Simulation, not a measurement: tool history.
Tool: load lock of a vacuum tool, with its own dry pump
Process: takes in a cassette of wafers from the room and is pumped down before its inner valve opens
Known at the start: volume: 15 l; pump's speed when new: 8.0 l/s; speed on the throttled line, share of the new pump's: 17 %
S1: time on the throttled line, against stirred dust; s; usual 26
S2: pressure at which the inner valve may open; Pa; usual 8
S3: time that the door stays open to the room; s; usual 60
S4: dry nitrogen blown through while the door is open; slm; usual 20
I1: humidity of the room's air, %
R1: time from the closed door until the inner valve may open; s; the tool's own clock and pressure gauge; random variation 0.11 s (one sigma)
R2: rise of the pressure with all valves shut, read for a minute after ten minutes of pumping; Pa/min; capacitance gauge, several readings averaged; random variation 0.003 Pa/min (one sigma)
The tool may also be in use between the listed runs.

run,hour,S1,S2,S3,S4,I1,R1,R2
1,0,26,8,60,20,44.8,40.6,0.086
2,125.9,26,8,60,20,47.8,40.7,0.093
3,242.4,26,8,60,20,48.3,40.5,0.088
4,357.3,26,8,60,20,43.9,40.7,0.093
5,474.7,26,8,60,20,46,40.6,0.097
6,679.5,26,8,60,20,45.4,40.9,0.094
7,815.8,26,8,60,20,45.8,40.6,0.101
8,931.7,26,8,60,20,44.2,40.5,0.093
9,1189.6,26,8,60,20,45,41,0.096
10,1363.7,26,8,60,20,46.3,40.9,0.106
11,1502.4,26,8,38,20,44.1,40.8,0.103
12,1622.3,26,8,38,20,43.8,41,0.104
13,1842.8,26,8,38,20,44.3,40.7,0.109
14,2078,18,8,38,20,44.9,34.3,0.113
15,2320.4,18,8,38,20,48.3,34.3,0.113
16,2445.2,18,8,38,20,43.4,34.2,0.116
17,2575.5,18,8,38,20,44.5,34.5,0.12
18,2715.7,18,8,38,20,48.5,34.5,0.119
19,2957.2,26,8,48,7,41.9,41,0.142
20,3137.3,26,8,131,7,43.6,41.1,0.151
21,3308.2,26,8,233,10,42.2,41.4,0.155
22,3450.4,32,8,33,20,42.6,45.9,0.137
23,3571,14,13,193,9,43.7,30,0.157
24,3684,14,13,193,9,43.4,30.2,0.164
25,3939.6,14,13,193,9,45.9,30.3,0.163
26,4077.5,14,13,28,28,42.1,30.4,0.141
27,4222.5,14,6,86,8,44.1,32.3,0.161
28,4337.5,14,6,86,8,43.5,32.1,0.162
29,4472.1,14,6,86,8,47.2,32.2,0.168
# hour 4498.9: dry pump taken out, an overhauled one fitted
30,4604.5,16,8,141,20,44.1,31,0.158
31,4824.4,16,8,141,20,42.3,30.9,0.156
32,5043.6,16,8,141,20,46.8,30.9,0.16
33,5163.8,26,8,60,20,48.1,39.4,0.154
34,5428.1,46,8,116,20,45.3,56.2,0.162
35,5691.9,44,12,46,42,43.8,53.4,0.156
36,5944.7,26,8,60,24,43.2,39.5,0.172

Forecast each of these 3 alternatives for the next run:
A,6095,26,14,38,11,47.2,?,?
B,6095,26,8,53,24,42.3,?,?
C,6095,16,13,60,20,40.6,?,?

run,R1,R2
A,38.4,0.179
B,39.5,0.17
C,30,0.171
Without the tool's hidden state the same runs would have given:
run,R1,R2
A,38.4,0.026
B,39.5,0.019
C,30,0.02

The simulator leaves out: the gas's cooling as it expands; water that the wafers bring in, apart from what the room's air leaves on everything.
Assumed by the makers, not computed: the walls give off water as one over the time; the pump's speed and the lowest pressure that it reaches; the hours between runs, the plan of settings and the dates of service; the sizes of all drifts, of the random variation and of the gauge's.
